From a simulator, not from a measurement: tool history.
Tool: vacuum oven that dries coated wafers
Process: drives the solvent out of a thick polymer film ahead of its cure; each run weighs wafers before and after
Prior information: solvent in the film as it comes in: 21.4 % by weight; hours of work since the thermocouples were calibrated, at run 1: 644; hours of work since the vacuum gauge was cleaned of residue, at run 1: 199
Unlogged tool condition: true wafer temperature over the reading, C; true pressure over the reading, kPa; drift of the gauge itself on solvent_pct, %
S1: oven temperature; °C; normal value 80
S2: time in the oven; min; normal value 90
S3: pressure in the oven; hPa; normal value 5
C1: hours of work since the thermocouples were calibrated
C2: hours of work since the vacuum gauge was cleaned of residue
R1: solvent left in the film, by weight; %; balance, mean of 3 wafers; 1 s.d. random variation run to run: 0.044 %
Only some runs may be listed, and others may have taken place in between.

run,hour,S1,S2,S3,C1,C2,R1
1,0,80,90,5,644,199,2.76
2,15.6,67,90,5,653,207,8.6
3,36.3,67,90,5,664,219,8.62
4,51.5,67,90,7.19,673,228,8.5
5,74,80,90,5,686,240,2.73
6,88.9,80,90,5,694,249,2.66
7,109.8,80,90,5,706,260,2.78
8,131.5,67,90,5,718,273,8.6
9,150.3,67,90,7.44,729,283,8.62
10,163,80,90,5,736,290,2.74
11,179.7,80,90,5,745,300,2.65
12,198,80,90,5,755,310,2.76
13,211.3,80,90,4.15,763,318,2.76
14,235.1,69,90,4.15,776,331,7.63
15,252,69,90,4.15,786,341,7.53
16,275.1,80,68,5,799,354,4.34
17,288.8,80,68,5,807,361,4.18
18,308.8,80,68,5,818,373,4.29
# hour 312: vacuum gauge cleaned of residue and calibrated
19,329.7,80,68,5,829,10,4.33
20,340.7,80,90,5,835,16,2.85
21,356.7,80,90,5,844,25,2.86
22,367.5,93,90,5,850,31,0.33
23,377.5,80,90,5,856,37,2.79
24,394.2,80,90,5,865,46,2.83
25,406.3,80,52,11.28,872,53,6.24
26,418.6,80,52,11.28,879,60,6.19
27,443.1,69,48,7.31,893,74,11.37
# hour 453.1: vacuum gauge cleaned of residue and calibrated, once more
28,455.5,69,48,7.31,899,1,11.35
29,476.1,69,62,7.31,910,13,10.14
30,491.3,69,62,7.31,919,22,10.17
31,509.7,69,62,7.31,929,32,10.1
32,523.5,68,90,4.05,937,40,8.1
33,547.4,73,148,4.05,951,53,2.95
34,571.6,80,161,5,964,67,0.8
35,585.4,80,90,7.45,972,75,2.92
36,597.3,80,90,7.45,979,81,3.01
37,608,81,123,7.29,985,87,1.4
38,622.9,66,90,5,993,96,9.16
39,641.2,67,110,6.02,1003,106,7.49
40,653.2,67,110,6.02,1010,113,7.55
41,663.2,77,54,6.43,1016,118,7.25
42,687.6,79,59,5,1030,132,5.77
43,710.8,75,45,2.8,1043,145,9.06
44,730.7,70,97,5,1054,156,6.84
45,747.3,90,97,4.55,1063,166,0.42
46,768.9,90,97,4.55,1075,178,0.46
47,790.7,90,97,4.55,1088,190,0.52
48,801.5,90,97,4.55,1094,196,0.5

3 options for the next run, each taken on its own from the tool as it stands now. Forecast them:
A,815,80,144,5,1101,204,?
B,815,94,58,3.88,1101,204,?
C,815,80,132,14.45,1101,204,?

run,R1
A,1.09
B,0.87
C,1.69
Without the tool's unlogged condition, the same runs would have read:
run,R1
A,0.84
B,0.67
C,1.38

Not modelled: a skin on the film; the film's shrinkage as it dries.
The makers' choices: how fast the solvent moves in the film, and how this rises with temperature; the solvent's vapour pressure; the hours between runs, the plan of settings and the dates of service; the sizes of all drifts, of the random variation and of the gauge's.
